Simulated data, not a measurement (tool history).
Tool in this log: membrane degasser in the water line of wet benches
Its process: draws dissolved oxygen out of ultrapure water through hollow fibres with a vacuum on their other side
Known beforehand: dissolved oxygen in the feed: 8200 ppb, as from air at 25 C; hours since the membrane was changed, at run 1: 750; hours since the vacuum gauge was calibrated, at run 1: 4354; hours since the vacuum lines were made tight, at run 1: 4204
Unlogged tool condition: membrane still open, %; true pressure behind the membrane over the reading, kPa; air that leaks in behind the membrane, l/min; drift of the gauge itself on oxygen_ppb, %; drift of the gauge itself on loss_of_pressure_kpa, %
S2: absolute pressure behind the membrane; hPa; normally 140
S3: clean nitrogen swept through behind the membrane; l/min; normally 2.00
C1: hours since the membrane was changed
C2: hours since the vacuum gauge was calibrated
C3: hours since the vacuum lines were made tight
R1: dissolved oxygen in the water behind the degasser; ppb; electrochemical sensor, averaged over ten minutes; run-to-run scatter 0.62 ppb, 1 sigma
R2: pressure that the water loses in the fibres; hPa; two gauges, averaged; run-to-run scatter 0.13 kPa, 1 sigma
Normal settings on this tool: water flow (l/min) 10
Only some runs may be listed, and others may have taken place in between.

{"run": 1, "hour": 0.0, "water flow (l/min)": 10, "S2": 140, "S3": 2.0, "C1": 750, "C2": 4354, "C3": 4204, "R1": 151.0, "R2": 415.2}
{"run": 2, "hour": 61.5, "water flow (l/min)": 10, "S2": 135, "S3": 2.0, "C1": 812, "C2": 4415, "C3": 4266, "R1": 145.7, "R2": 413.3}
{"run": 3, "hour": 178.5, "water flow (l/min)": 10, "S2": 135, "S3": 2.0, "C1": 929, "C2": 4532, "C3": 4383, "R1": 146.8, "R2": 416.3}
{"run": 4, "hour": 274.5, "water flow (l/min)": 8, "S2": 140, "S3": 2.0, "C1": 1025, "C2": 4628, "C3": 4479, "R1": 112.2, "R2": 332.9}
{"run": 5, "hour": 351.7, "water flow (l/min)": 8, "S2": 140, "S3": 2.0, "C1": 1102, "C2": 4705, "C3": 4556, "R1": 112.9, "R2": 335.2}
{"run": 6, "hour": 432.3, "water flow (l/min)": 8, "S2": 140, "S3": 2.0, "C1": 1183, "C2": 4786, "C3": 4637, "R1": 112.8, "R2": 330.6}
{"run": 7, "hour": 484.3, "water flow (l/min)": 8, "S2": 140, "S3": 2.0, "C1": 1235, "C2": 4838, "C3": 4689, "R1": 113.4, "R2": 333.0}
{"run": 8, "hour": 577.5, "water flow (l/min)": 8, "S2": 140, "S3": 2.0, "C1": 1328, "C2": 4931, "C3": 4782, "R1": 112.2, "R2": 329.9}
{"run": 9, "hour": 638.4, "water flow (l/min)": 9, "S2": 123, "S3": 2.0, "C1": 1389, "C2": 4992, "C3": 4843, "R1": 113.5, "R2": 374.9}
{"hour": 717.1, "done": "vacuum gauge calibrated"}
{"run": 10, "hour": 734.6, "water flow (l/min)": 9, "S2": 123, "S3": 2.0, "C1": 1484, "C2": 17, "C3": 4938, "R1": 113.1, "R2": 375.7}
{"run": 11, "hour": 815.7, "water flow (l/min)": 6, "S2": 211, "S3": 2.0, "C1": 1566, "C2": 99, "C3": 5020, "R1": 135.0, "R2": 249.6}
{"run": 12, "hour": 900.3, "water flow (l/min)": 10, "S2": 217, "S3": 2.65, "C1": 1650, "C2": 183, "C3": 5104, "R1": 192.5, "R2": 414.1}
{"run": 13, "hour": 967.8, "water flow (l/min)": 10, "S2": 187, "S3": 1.25, "C1": 1718, "C2": 251, "C3": 5172, "R1": 314.3, "R2": 413.3}
{"run": 14, "hour": 1049.3, "water flow (l/min)": 10, "S2": 230, "S3": 1.68, "C1": 1799, "C2": 332, "C3": 5253, "R1": 302.0, "R2": 413.9}
{"hour": 1118.8, "done": "seals of the vacuum lines changed"}
{"run": 15, "hour": 1134.4, "water flow (l/min)": 10, "S2": 230, "S3": 1.68, "C1": 1882, "C2": 415, "C3": 16, "R1": 303.4, "R2": 415.7}
{"run": 16, "hour": 1184.9, "water flow (l/min)": 10, "S2": 230, "S3": 1.68, "C1": 1933, "C2": 466, "C3": 66, "R1": 304.2, "R2": 415.3}

What if the next run were any one of these 3? Each begins from the tool's condition after run 16:
{"hour": 1239.6, "done": "gauge calibrated"}
{"run": "A", "hour": 1269.9, "water flow (l/min)": 10, "S2": 281, "S3": 4.28, "C1": 2018, "C2": 551, "C3": 151, "R1": "?", "R2": "?"}
{"hour": 1239.6, "done": "gauge calibrated"}
{"run": "B", "hour": 1269.9, "water flow (l/min)": 8, "S2": 153, "S3": 2.95, "C1": 2018, "C2": 551, "C3": 151, "R1": "?", "R2": "?"}
{"hour": 1239.6, "done": "gauge calibrated"}
{"run": "C", "hour": 1269.9, "water flow (l/min)": 16, "S2": 230, "S3": 1.68, "C1": 2018, "C2": 551, "C3": 151, "R1": "?", "R2": "?"}

run=A R1=162.9 R2=413.3
run=B R1=87.9 R2=331.1
run=C R1=543.4 R2=666.9
Stripped of hidden state, with their random variation kept, the same runs would have yielded:
run=A R1=162.8 R2=413.2
run=B R1=87.8 R2=331.1
run=C R1=543.0 R2=666.8

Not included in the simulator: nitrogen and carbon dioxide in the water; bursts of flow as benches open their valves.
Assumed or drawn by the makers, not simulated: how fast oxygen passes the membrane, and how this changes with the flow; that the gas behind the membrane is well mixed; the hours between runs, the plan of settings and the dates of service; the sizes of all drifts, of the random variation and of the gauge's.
